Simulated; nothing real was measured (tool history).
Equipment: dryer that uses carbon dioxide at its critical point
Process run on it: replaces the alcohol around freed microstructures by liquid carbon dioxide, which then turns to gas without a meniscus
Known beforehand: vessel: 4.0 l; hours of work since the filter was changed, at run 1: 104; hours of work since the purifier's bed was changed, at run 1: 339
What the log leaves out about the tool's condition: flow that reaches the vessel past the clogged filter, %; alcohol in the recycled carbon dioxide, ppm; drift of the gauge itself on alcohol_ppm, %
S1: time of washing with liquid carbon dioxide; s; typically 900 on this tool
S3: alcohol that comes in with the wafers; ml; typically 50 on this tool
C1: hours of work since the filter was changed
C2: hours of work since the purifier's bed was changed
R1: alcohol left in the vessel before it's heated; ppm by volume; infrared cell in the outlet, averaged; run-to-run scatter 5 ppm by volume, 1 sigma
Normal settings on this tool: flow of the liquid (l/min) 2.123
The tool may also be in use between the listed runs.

{"run": 1, "hour": 0.0, "S1": 900, "flow of the liquid (l/min)": 2.123, "S3": 50, "C1": 104, "C2": 339, "R1": 137}
{"run": 2, "hour": 12.0, "S1": 900, "flow of the liquid (l/min)": 2.123, "S3": 36, "C1": 112, "C2": 347, "R1": 128}
{"run": 3, "hour": 20.9, "S1": 780, "flow of the liquid (l/min)": 2.123, "S3": 50, "C1": 117, "C2": 353, "R1": 193}
{"run": 4, "hour": 27.6, "S1": 780, "flow of the liquid (l/min)": 2.123, "S3": 109, "C1": 122, "C2": 357, "R1": 326}
{"run": 5, "hour": 39.6, "S1": 780, "flow of the liquid (l/min)": 2.123, "S3": 109, "C1": 129, "C2": 365, "R1": 323}
{"run": 6, "hour": 52.4, "S1": 780, "flow of the liquid (l/min)": 2.123, "S3": 109, "C1": 138, "C2": 373, "R1": 346}
{"run": 7, "hour": 66.1, "S1": 780, "flow of the liquid (l/min)": 2.123, "S3": 109, "C1": 147, "C2": 382, "R1": 352}
{"run": 8, "hour": 76.2, "S1": 780, "flow of the liquid (l/min)": 2.123, "S3": 109, "C1": 153, "C2": 389, "R1": 370}
{"run": 9, "hour": 85.5, "S1": 900, "flow of the liquid (l/min)": 3.61, "S3": 50, "C1": 159, "C2": 395, "R1": 104}
{"hour": 97.0, "done": "inlet filter changed"}
{"run": 10, "hour": 98.1, "S1": 1020, "flow of the liquid (l/min)": 2.123, "S3": 50, "C1": 1, "C2": 402, "R1": 113}
{"run": 11, "hour": 105.7, "S1": 1020, "flow of the liquid (l/min)": 2.123, "S3": 50, "C1": 6, "C2": 407, "R1": 114}
{"run": 12, "hour": 114.7, "S1": 900, "flow of the liquid (l/min)": 2.123, "S3": 50, "C1": 12, "C2": 413, "R1": 137}
{"run": 13, "hour": 122.3, "S1": 900, "flow of the liquid (l/min)": 2.123, "S3": 50, "C1": 16, "C2": 418, "R1": 141}
{"run": 14, "hour": 134.1, "S1": 900, "flow of the liquid (l/min)": 1.92, "S3": 50, "C1": 24, "C2": 426, "R1": 157}
{"run": 15, "hour": 146.2, "S1": 900, "flow of the liquid (l/min)": 1.92, "S3": 50, "C1": 32, "C2": 433, "R1": 182}
{"run": 16, "hour": 158.5, "S1": 900, "flow of the liquid (l/min)": 1.92, "S3": 50, "C1": 40, "C2": 441, "R1": 180}
{"run": 17, "hour": 169.4, "S1": 900, "flow of the liquid (l/min)": 2.123, "S3": 50, "C1": 47, "C2": 449, "R1": 147}
{"run": 18, "hour": 183.7, "S1": 900, "flow of the liquid (l/min)": 2.123, "S3": 50, "C1": 56, "C2": 458, "R1": 155}
{"run": 19, "hour": 194.9, "S1": 900, "flow of the liquid (l/min)": 2.123, "S3": 50, "C1": 64, "C2": 465, "R1": 138}
{"run": 20, "hour": 203.7, "S1": 900, "flow of the liquid (l/min)": 2.9, "S3": 50, "C1": 69, "C2": 471, "R1": 121}
{"run": 21, "hour": 217.3, "S1": 900, "flow of the liquid (l/min)": 2.9, "S3": 50, "C1": 78, "C2": 480, "R1": 134}
{"run": 22, "hour": 226.6, "S1": 900, "flow of the liquid (l/min)": 2.9, "S3": 50, "C1": 84, "C2": 486, "R1": 125}
{"run": 23, "hour": 238.1, "S1": 900, "flow of the liquid (l/min)": 2.123, "S3": 87, "C1": 92, "C2": 493, "R1": 207}
{"run": 24, "hour": 254.0, "S1": 900, "flow of the liquid (l/min)": 2.123, "S3": 50, "C1": 102, "C2": 504, "R1": 183}
{"run": 25, "hour": 269.3, "S1": 900, "flow of the liquid (l/min)": 2.123, "S3": 50, "C1": 112, "C2": 514, "R1": 189}
{"run": 26, "hour": 281.0, "S1": 900, "flow of the liquid (l/min)": 1.39, "S3": 50, "C1": 120, "C2": 521, "R1": 483}
{"run": 27, "hour": 293.3, "S1": 960, "flow of the liquid (l/min)": 2.123, "S3": 34, "C1": 128, "C2": 529, "R1": 159}
{"run": 28, "hour": 301.9, "S1": 840, "flow of the liquid (l/min)": 3.09, "S3": 34, "C1": 133, "C2": 535, "R1": 142}
{"run": 29, "hour": 311.8, "S1": 840, "flow of the liquid (l/min)": 3.09, "S3": 34, "C1": 140, "C2": 541, "R1": 142}
{"run": 30, "hour": 320.2, "S1": 600, "flow of the liquid (l/min)": 3.09, "S3": 23, "C1": 145, "C2": 547, "R1": 158}
{"run": 31, "hour": 335.4, "S1": 900, "flow of the liquid (l/min)": 2, "S3": 47, "C1": 155, "C2": 557, "R1": 219}
{"run": 32, "hour": 345.3, "S1": 900, "flow of the liquid (l/min)": 2.84, "S3": 40, "C1": 162, "C2": 563, "R1": 153}
{"hour": 353.6, "done": "inlet filter changed"}
{"run": 33, "hour": 360.1, "S1": 900, "flow of the liquid (l/min)": 2.22, "S3": 21, "C1": 4, "C2": 572, "R1": 153}
{"run": 34, "hour": 373.5, "S1": 900, "flow of the liquid (l/min)": 2.22, "S3": 21, "C1": 13, "C2": 581, "R1": 151}
{"run": 35, "hour": 389.4, "S1": 1140, "flow of the liquid (l/min)": 3.08, "S3": 110, "C1": 23, "C2": 591, "R1": 157}
{"run": 36, "hour": 403.3, "S1": 960, "flow of the liquid (l/min)": 1.44, "S3": 105, "C1": 32, "C2": 600, "R1": 527}
{"run": 37, "hour": 413.1, "S1": 540, "flow of the liquid (l/min)": 1.98, "S3": 105, "C1": 39, "C2": 607, "R1": 1098}
{"run": 38, "hour": 422.2, "S1": 1320, "flow of the liquid (l/min)": 1.37, "S3": 67, "C1": 45, "C2": 612, "R1": 208}
{"run": 39, "hour": 432.5, "S1": 1260, "flow of the liquid (l/min)": 2.123, "S3": 50, "C1": 51, "C2": 619, "R1": 159}
{"run": 40, "hour": 443.7, "S1": 1200, "flow of the liquid (l/min)": 2.23, "S3": 38, "C1": 59, "C2": 626, "R1": 152}
{"run": 41, "hour": 457.3, "S1": 960, "flow of the liquid (l/min)": 1.49, "S3": 51, "C1": 68, "C2": 635, "R1": 330}
{"run": 42, "hour": 469.9, "S1": 1260, "flow of the liquid (l/min)": 1.55, "S3": 51, "C1": 76, "C2": 643, "R1": 201}
{"run": 43, "hour": 477.8, "S1": 780, "flow of the liquid (l/min)": 2.123, "S3": 31, "C1": 81, "C2": 649, "R1": 215}
{"run": 44, "hour": 485.8, "S1": 780, "flow of the liquid (l/min)": 2.123, "S3": 31, "C1": 86, "C2": 654, "R1": 227}
{"run": 45, "hour": 498.3, "S1": 780, "flow of the liquid (l/min)": 2.123, "S3": 31, "C1": 94, "C2": 662, "R1": 231}
{"run": 46, "hour": 513.8, "S1": 780, "flow of the liquid (l/min)": 2.15, "S3": 54, "C1": 104, "C2": 672, "R1": 270}
{"run": 47, "hour": 529.1, "S1": 780, "flow of the liquid (l/min)": 2.123, "S3": 50, "C1": 114, "C2": 682, "R1": 275}

Forecast each of these 4 alternatives for the next run:
{"run": "A", "hour": 543.3, "S1": 1200, "flow of the liquid (l/min)": 1.32, "S3": 56, "C1": 123, "C2": 691, "R1": "?"}
{"run": "B", "hour": 543.3, "S1": 840, "flow of the liquid (l/min)": 2.123, "S3": 50, "C1": 123, "C2": 691, "R1": "?"}
{"run": "C", "hour": 543.3, "S1": 960, "flow of the liquid (l/min)": 2.67, "S3": 72, "C1": 123, "C2": 691, "R1": "?"}
{"run": "D", "hour": 543.3, "S1": 780, "flow of the liquid (l/min)": 2.29, "S3": 24, "C1": 123, "C2": 691, "R1": "?"}

run=A R1=328
run=B R1=247
run=C R1=181
run=D R1=206
Stripped of hidden state, with their random variation kept, the same runs would have yielded:
run=A R1=87
run=B R1=44
run=C R1=5
run=D R1=20

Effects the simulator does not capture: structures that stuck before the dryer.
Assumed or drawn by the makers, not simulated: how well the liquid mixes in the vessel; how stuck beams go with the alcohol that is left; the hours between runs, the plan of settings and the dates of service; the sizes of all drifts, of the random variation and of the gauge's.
